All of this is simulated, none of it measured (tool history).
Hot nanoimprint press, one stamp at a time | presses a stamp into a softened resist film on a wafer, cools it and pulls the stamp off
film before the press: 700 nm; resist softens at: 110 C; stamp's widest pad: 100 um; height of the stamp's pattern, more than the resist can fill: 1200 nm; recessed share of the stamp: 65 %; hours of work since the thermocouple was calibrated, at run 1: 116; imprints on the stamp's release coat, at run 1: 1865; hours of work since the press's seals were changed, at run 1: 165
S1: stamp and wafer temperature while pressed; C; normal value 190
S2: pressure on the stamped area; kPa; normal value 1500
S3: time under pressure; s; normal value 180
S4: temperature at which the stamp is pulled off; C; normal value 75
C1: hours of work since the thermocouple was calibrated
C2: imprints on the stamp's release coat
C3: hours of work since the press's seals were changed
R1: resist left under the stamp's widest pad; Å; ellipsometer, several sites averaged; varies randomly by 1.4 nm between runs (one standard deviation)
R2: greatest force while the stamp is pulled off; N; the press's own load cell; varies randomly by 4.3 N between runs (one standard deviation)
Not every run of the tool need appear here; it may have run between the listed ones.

run	day	S1	S2	S3	S4	C1	C2	C3	R1	R2
1	0.000	190	1500	180	75	116	1865	165	3864	260
2	0.662	190	1500	180	75	125	1913	175	3843	263
3	1.283	190	1670	180	75	135	1959	184	3711	272
4	1.625	190	1670	180	75	140	1984	189	3727	266
# day 2.346: stamp cleaned and given a new release coat
5	2.454	190	1670	180	75	149	8	198	3725	204
6	3.167	190	1500	180	75	160	59	209	3836	202
7	3.600	190	1500	180	75	166	91	215	3874	212
8	3.975	190	1500	180	75	172	118	221	3858	205
9	4.579	190	1500	180	75	181	162	230	3862	208
10	4.904	190	1500	180	75	186	186	235	3862	218
11	5.529	190	1500	180	75	195	231	244	3849	218
12	5.908	190	1500	129	75	201	259	250	4278	217
13	6.579	190	1500	129	75	211	308	260	4290	214
14	7.004	179	1500	180	75	218	339	267	4932	213
15	7.525	190	1500	260	75	225	376	274	3375	218
16	8.200	190	1500	218	72	236	425	285	3585	235
17	8.888	180	1500	167	68	246	475	295	4903	254
18	9.454	189	1400	164	73	255	517	304	4138	229
19	10.054	189	1400	142	72	264	560	313	4316	235
20	10.671	196	1400	212	72	273	605	322	3171	233
21	11.425	179	1500	164	62	284	660	333	5027	290
22	11.858	183	1500	108	82	291	692	340	5144	190

Run 23 is up next; what results do you expect?
23	12.308	183	1160	251	67	298	724	347	?	?

{"run 23": {"R1": 4426, "R2": 258}}
Minus the tool's unlogged condition, the same run would have read R1 4530 Å, R2 241 N.
